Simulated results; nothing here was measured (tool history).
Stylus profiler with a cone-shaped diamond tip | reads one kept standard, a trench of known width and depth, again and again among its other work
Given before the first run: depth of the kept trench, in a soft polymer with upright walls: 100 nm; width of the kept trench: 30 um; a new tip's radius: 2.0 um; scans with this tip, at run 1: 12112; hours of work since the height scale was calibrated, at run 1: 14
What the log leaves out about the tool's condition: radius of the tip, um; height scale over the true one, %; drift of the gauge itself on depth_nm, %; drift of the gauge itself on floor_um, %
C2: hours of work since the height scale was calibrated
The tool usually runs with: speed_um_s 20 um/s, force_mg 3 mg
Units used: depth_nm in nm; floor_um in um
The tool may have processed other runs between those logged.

run 1 day=0 | speed_um_s=20 force_mg=3 | scans_with_this_tip=12112 C2=14 | depth_nm=100.92 floor_um=28.66
run 2 day=1.6 | speed_um_s=20 force_mg=3 | scans_with_this_tip=12395 C2=39 | depth_nm=100.93 floor_um=28.67
run 3 day=2.796 | speed_um_s=20 force_mg=3 | scans_with_this_tip=12606 C2=57 | depth_nm=100.93 floor_um=28.65
run 4 day=3.525 | speed_um_s=20 force_mg=3 | scans_with_this_tip=12735 C2=68 | depth_nm=100.89 floor_um=28.64
run 5 day=4.929 | speed_um_s=20 force_mg=3 | scans_with_this_tip=12984 C2=90 | depth_nm=100.92 floor_um=28.64
run 6 day=5.754 | speed_um_s=20 force_mg=1.69 | scans_with_this_tip=13130 C2=103 | depth_nm=100.62 floor_um=28.69
run 7 day=7.292 | speed_um_s=20 force_mg=1.69 | scans_with_this_tip=13402 C2=127 | depth_nm=100.63 floor_um=28.68
run 8 day=8.654 | speed_um_s=20 force_mg=2.16 | scans_with_this_tip=13643 C2=148 | depth_nm=100.74 floor_um=28.71
run 9 day=9.8 | speed_um_s=17 force_mg=3 | scans_with_this_tip=13846 C2=166 | depth_nm=100.91 floor_um=28.6
run 10 day=10.921 | speed_um_s=17 force_mg=3 | scans_with_this_tip=14044 C2=183 | depth_nm=100.91 floor_um=28.72
run 11 day=11.967 | speed_um_s=17 force_mg=3 | scans_with_this_tip=14229 C2=199 | depth_nm=100.95 floor_um=28.66
run 12 day=13.025 | speed_um_s=17 force_mg=3 | scans_with_this_tip=14416 C2=216 | depth_nm=100.94 floor_um=28.66
run 13 day=14.583 | speed_um_s=17 force_mg=3 | scans_with_this_tip=14692 C2=240 | depth_nm=100.91 floor_um=28.67
run 14 day=15.317 | speed_um_s=20 force_mg=3 | scans_with_this_tip=14822 C2=251 | depth_nm=100.92 floor_um=28.69
run 15 day=16.067 | speed_um_s=20 force_mg=3 | scans_with_this_tip=14955 C2=263 | depth_nm=100.93 floor_um=28.69
run 16 day=17.725 | speed_um_s=20 force_mg=1.21 | scans_with_this_tip=15248 C2=289 | depth_nm=100.52 floor_um=28.66
run 17 day=19.158 | speed_um_s=20 force_mg=1.21 | scans_with_this_tip=15502 C2=311 | depth_nm=100.51 floor_um=28.62
run 18 day=20.775 | speed_um_s=20 force_mg=1.21 | scans_with_this_tip=15788 C2=336 | depth_nm=100.51 floor_um=28.61
run 19 day=21.704 | speed_um_s=20 force_mg=1.21 | scans_with_this_tip=15952 C2=351 | depth_nm=100.49 floor_um=28.6
run 20 day=23.142 | speed_um_s=56 force_mg=3 | scans_with_this_tip=16206 C2=373 | depth_nm=100.92 floor_um=28.56
run 21 day=24.396 | speed_um_s=56 force_mg=3 | scans_with_this_tip=16429 C2=392 | depth_nm=100.93 floor_um=28.59
run 22 day=25.188 | speed_um_s=56 force_mg=3 | scans_with_this_tip=16569 C2=405 | depth_nm=100.95 floor_um=28.61
run 23 day=26.279 | speed_um_s=56 force_mg=3 | scans_with_this_tip=16762 C2=422 | depth_nm=100.95 floor_um=28.5
run 24 day=27.304 | speed_um_s=56 force_mg=3 | scans_with_this_tip=16943 C2=437 | depth_nm=100.94 floor_um=28.56
run 25 day=28.338 | speed_um_s=27 force_mg=7.43 | scans_with_this_tip=17126 C2=453 | depth_nm=101.72 floor_um=28.62
run 26 day=29.575 | speed_um_s=27 force_mg=7.43 | scans_with_this_tip=17345 C2=473 | depth_nm=101.72 floor_um=28.71
run 27 day=30.654 | speed_um_s=27 force_mg=7.43 | scans_with_this_tip=17536 C2=489 | depth_nm=101.68 floor_um=28.69
run 28 day=31.792 | speed_um_s=27 force_mg=7.43 | scans_with_this_tip=17737 C2=507 | depth_nm=101.67 floor_um=28.7
run 29 day=32.754 | speed_um_s=22 force_mg=2.89 | scans_with_this_tip=17908 C2=522 | depth_nm=100.92 floor_um=28.62
run 30 day=33.579 | speed_um_s=63 force_mg=5.39 | scans_with_this_tip=18053 C2=535 | depth_nm=101.42 floor_um=28.65
run 31 day=34.583 | speed_um_s=9 force_mg=1.28 | scans_with_this_tip=18231 C2=550 | depth_nm=100.56 floor_um=28.75
run 32 day=36.125 | speed_um_s=18 force_mg=2.22 | scans_with_this_tip=18504 C2=574 | depth_nm=100.74 floor_um=28.7
run 33 day=37.742 | speed_um_s=24 force_mg=7.53 | scans_with_this_tip=18790 C2=599 | depth_nm=101.69 floor_um=28.65
run 34 day=38.583 | speed_um_s=24 force_mg=7.53 | scans_with_this_tip=18939 C2=613 | depth_nm=101.71 floor_um=28.66
run 35 day=39.329 | speed_um_s=24 force_mg=7.53 | scans_with_this_tip=19070 C2=624 | depth_nm=101.72 floor_um=28.61
run 36 day=40.362 | speed_um_s=63 force_mg=1.05 | scans_with_this_tip=19254 C2=640 | depth_nm=100.43 floor_um=28.37
run 37 day=41.179 | speed_um_s=10 force_mg=2.95 | scans_with_this_tip=19398 C2=653 | depth_nm=100.89 floor_um=28.7
run 38 day=42.762 | speed_um_s=13 force_mg=1.06 | scans_with_this_tip=19678 C2=677 | depth_nm=100.47 floor_um=28.63
run 39 day=44.471 | speed_um_s=12 force_mg=1.06 | scans_with_this_tip=19980 C2=704 | depth_nm=100.48 floor_um=28.62
run 40 day=45.246 | speed_um_s=12 force_mg=1.06 | scans_with_this_tip=20117 C2=716 | depth_nm=100.48 floor_um=28.69
run 41 day=46.367 | speed_um_s=72 force_mg=8.7 | scans_with_this_tip=20316 C2=733 | depth_nm=101.87 floor_um=28.63
run 42 day=47.633 | speed_um_s=72 force_mg=8.7 | scans_with_this_tip=20540 C2=753 | depth_nm=101.92 floor_um=28.58
run 43 day=48.854 | speed_um_s=20 force_mg=6.22 | scans_with_this_tip=20756 C2=772 | depth_nm=101.5 floor_um=28.66
run 44 day=49.779 | speed_um_s=6 force_mg=3.79 | scans_with_this_tip=20920 C2=786 | depth_nm=101.12 floor_um=28.73
run 45 day=51.375 | speed_um_s=58 force_mg=3.61 | scans_with_this_tip=21202 C2=811 | depth_nm=101.07 floor_um=28.55
run 46 day=52.804 | speed_um_s=58 force_mg=3.61 | scans_with_this_tip=21455 C2=833 | depth_nm=101.04 floor_um=28.5
run 47 day=53.954 | speed_um_s=32 force_mg=1.49 | scans_with_this_tip=21658 C2=851 | depth_nm=100.59 floor_um=28.65

Predict each of these 4 candidate next runs independently; none follows another, all start after run 47:
run A day=55.262 | speed_um_s=12 force_mg=1.05 | scans_with_this_tip=21890 C2=871 | depth_nm=? floor_um=?
run B day=55.262 | speed_um_s=9 force_mg=3.11 | scans_with_this_tip=21890 C2=871 | depth_nm=? floor_um=?
run C day=55.262 | speed_um_s=72 force_mg=8.06 | scans_with_this_tip=21890 C2=871 | depth_nm=? floor_um=?
run D day=55.262 | speed_um_s=11 force_mg=1.49 | scans_with_this_tip=21890 C2=871 | depth_nm=? floor_um=?

run=A depth_nm=100.47 floor_um=28.72
run=B depth_nm=100.99 floor_um=28.64
run=C depth_nm=101.82 floor_um=28.6
run=D depth_nm=100.61 floor_um=28.65
What these runs would have given with no unlogged condition in the tool:
run=A depth_nm=100.47 floor_um=28.74
run=B depth_nm=100.98 floor_um=28.66
run=C depth_nm=101.82 floor_um=28.62
run=D depth_nm=100.6 floor_um=28.67

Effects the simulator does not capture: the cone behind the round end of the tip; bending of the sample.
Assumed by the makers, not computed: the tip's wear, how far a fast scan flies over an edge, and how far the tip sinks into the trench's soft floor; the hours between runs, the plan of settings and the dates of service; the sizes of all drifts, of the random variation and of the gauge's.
